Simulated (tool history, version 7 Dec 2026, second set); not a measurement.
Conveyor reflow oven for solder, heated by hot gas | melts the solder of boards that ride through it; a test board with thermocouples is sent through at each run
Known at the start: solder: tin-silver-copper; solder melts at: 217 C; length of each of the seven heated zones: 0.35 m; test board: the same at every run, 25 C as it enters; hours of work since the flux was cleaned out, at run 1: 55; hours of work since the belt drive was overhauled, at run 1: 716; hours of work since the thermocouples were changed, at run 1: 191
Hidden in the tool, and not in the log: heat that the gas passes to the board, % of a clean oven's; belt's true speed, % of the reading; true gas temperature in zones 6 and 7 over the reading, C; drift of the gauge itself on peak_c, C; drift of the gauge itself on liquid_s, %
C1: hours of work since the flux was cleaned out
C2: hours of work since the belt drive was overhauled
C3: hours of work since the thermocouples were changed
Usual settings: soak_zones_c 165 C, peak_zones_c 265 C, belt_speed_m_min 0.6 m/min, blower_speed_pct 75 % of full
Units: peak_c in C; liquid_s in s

Run 1, hour 0: usual settings; C1 55; C2 716; C3 191. Result: peak_c 250.1 C, liquid_s 49.4 s.
Run 2, hour 32.5: usual settings; C1 75; C2 736; C3 211. Result: peak_c 250.1 C, liquid_s 48.6 s.
Run 3, hour 83.2: usual settings; C1 106; C2 767; C3 242. Result: peak_c 249.9 C, liquid_s 49.2 s.
Run 4, hour 129: usual settings; C1 134; C2 795; C3 270. Result: peak_c 249.7 C, liquid_s 49.7 s.
Run 5, hour 165.3: usual settings but belt_speed_m_min 0.502 m/min; C1 156; C2 817; C3 292. Result: peak_c 254.7 C, liquid_s 63.8 s.
Run 6, hour 217.5: usual settings but belt_speed_m_min 0.502 m/min; C1 188; C2 849; C3 324. Result: peak_c 254.3 C, liquid_s 64.1 s.
Run 7, hour 274: usual settings but peak_zones_c 255 C; C1 222; C2 883; C3 358. Result: peak_c 240.5 C, liquid_s 42.3 s.
Run 8, hour 306.9: usual settings; C1 242; C2 903; C3 379. Result: peak_c 249.5 C, liquid_s 48.7 s.
Run 9, hour 343.2: usual settings but soak_zones_c 169 C; C1 265; C2 926; C3 401. Result: peak_c 250.1 C, liquid_s 50.1 s.
Run 10, hour 373.8: usual settings but belt_speed_m_min 0.575 m/min; C1 283; C2 944; C3 419. Result: peak_c 250.4 C, liquid_s 51.9 s.
At hour 415: flux residue cleaned out of gas plates and filters.
Run 11, hour 421.9: usual settings but belt_speed_m_min 0.575 m/min; C1 4; C2 971; C3 446. Result: peak_c 249.3 C, liquid_s 51 s.
Run 12, hour 450.4: usual settings but belt_speed_m_min 0.575 m/min; C1 22; C2 988; C3 463. Result: peak_c 249.2 C, liquid_s 49.9 s.
Run 13, hour 482.6: usual settings but belt_speed_m_min 0.575 m/min; C1 41; C2 1008; C3 483. Result: peak_c 249.2 C, liquid_s 50.3 s.
At hour 509.8: flux residue cleaned out of gas plates and filters, once more.
Run 14, hour 531.3: usual settings but belt_speed_m_min 0.575 m/min; C1 13; C2 1034; C3 510. Result: peak_c 251.8 C, liquid_s 53.1 s.
At hour 559.3: thermocouples of zones 6 and 7 changed.
Run 15, hour 585: usual settings but peak_zones_c 261 C, belt_speed_m_min 0.643 m/min; C1 45; C2 1066; C3 16. Result: peak_c 244.7 C, liquid_s 41.8 s.
Run 16, hour 610.4: usual settings but peak_zones_c 258 C; C1 60; C2 1082; C3 31. Result: peak_c 244.1 C, liquid_s 45.1 s.
Run 17, hour 657.5: usual settings but soak_zones_c 162 C, peak_zones_c 259 C, belt_speed_m_min 0.506 m/min, blower_speed_pct 65 % of full; C1 89; C2 1110; C3 60. Result: peak_c 246.3 C, liquid_s 55.6 s.
Run 18, hour 701.6: usual settings but soak_zones_c 152 C, peak_zones_c 262 C, belt_speed_m_min 0.588 m/min, blower_speed_pct 53 % of full; C1 116; C2 1137; C3 87. Result: peak_c 236.2 C, liquid_s 32.7 s.
Run 19, hour 739.9: usual settings but soak_zones_c 152 C, belt_speed_m_min 0.588 m/min, blower_speed_pct 53 % of full; C1 139; C2 1161; C3 110. Result: peak_c 238.8 C, liquid_s 35.1 s.
Run 20, hour 788.3: usual settings but peak_zones_c 275 C, blower_speed_pct 68 % of full; C1 169; C2 1190; C3 140. Result: peak_c 256.1 C, liquid_s 53 s.
Run 21, hour 840.8: usual settings but soak_zones_c 175 C, peak_zones_c 260 C, blower_speed_pct 79 % of full; C1 201; C2 1222; C3 172. Result: peak_c 247.8 C, liquid_s 52 s.
Run 22, hour 889: usual settings but soak_zones_c 163 C, peak_zones_c 259 C, blower_speed_pct 79 % of full; C1 231; C2 1252; C3 202. Result: peak_c 245 C, liquid_s 45.6 s.
Run 23, hour 918: usual settings but soak_zones_c 172 C, peak_zones_c 259 C, blower_speed_pct 61 % of full; C1 248; C2 1270; C3 219. Result: peak_c 241 C, liquid_s 42.8 s.
Run 24, hour 946.5: usual settings but belt_speed_m_min 0.677 m/min, blower_speed_pct 59 % of full; C1 266; C2 1287; C3 237. Result: peak_c 238.7 C, liquid_s 32.8 s.
Run 25, hour 993.1: usual settings but belt_speed_m_min 0.677 m/min, blower_speed_pct 59 % of full; C1 294; C2 1316; C3 265. Result: peak_c 238.4 C, liquid_s 32.3 s.
At hour 1015.5: flux residue cleaned out of gas plates and filters.
Run 26, hour 1023.9: usual settings but belt_speed_m_min 0.677 m/min, blower_speed_pct 59 % of full; C1 5; C2 1331; C3 281. Result: peak_c 240.5 C, liquid_s 35.1 s.
Run 27, hour 1078: usual settings but belt_speed_m_min 0.708 m/min, blower_speed_pct 51 % of full; C1 38; C2 1364; C3 314. Result: peak_c 233.7 C, liquid_s 25.5 s.

Some steps in peak_c between neighbouring runs. How much of each would the tool show without its hidden state too (settings, what came in, random variation), and how much is left for the hidden state, with any gauge scatter that isn't in both results?
Run 6 -> 7: peak_zones_c 265 -> 255, belt_speed_m_min 0.502 -> 0.6. peak_c -13.8 C: hidden state -0.2, all else -13.6.
Run 13 -> 14: flux residue cleaned out of gas plates and filters, once more. peak_c +2.6 C: hidden state +2.9, all else -0.3.
Run 19 -> 20: soak_zones_c 152 -> 165, peak_zones_c 265 -> 275, belt_speed_m_min 0.588 -> 0.6, blower_speed_pct 53 -> 68. peak_c +17.3 C: hidden state -0.5, all else +17.8.
Run 25 -> 26: flux residue cleaned out of gas plates and filters. peak_c +2.1 C: hidden state +1.9, all else +0.2.

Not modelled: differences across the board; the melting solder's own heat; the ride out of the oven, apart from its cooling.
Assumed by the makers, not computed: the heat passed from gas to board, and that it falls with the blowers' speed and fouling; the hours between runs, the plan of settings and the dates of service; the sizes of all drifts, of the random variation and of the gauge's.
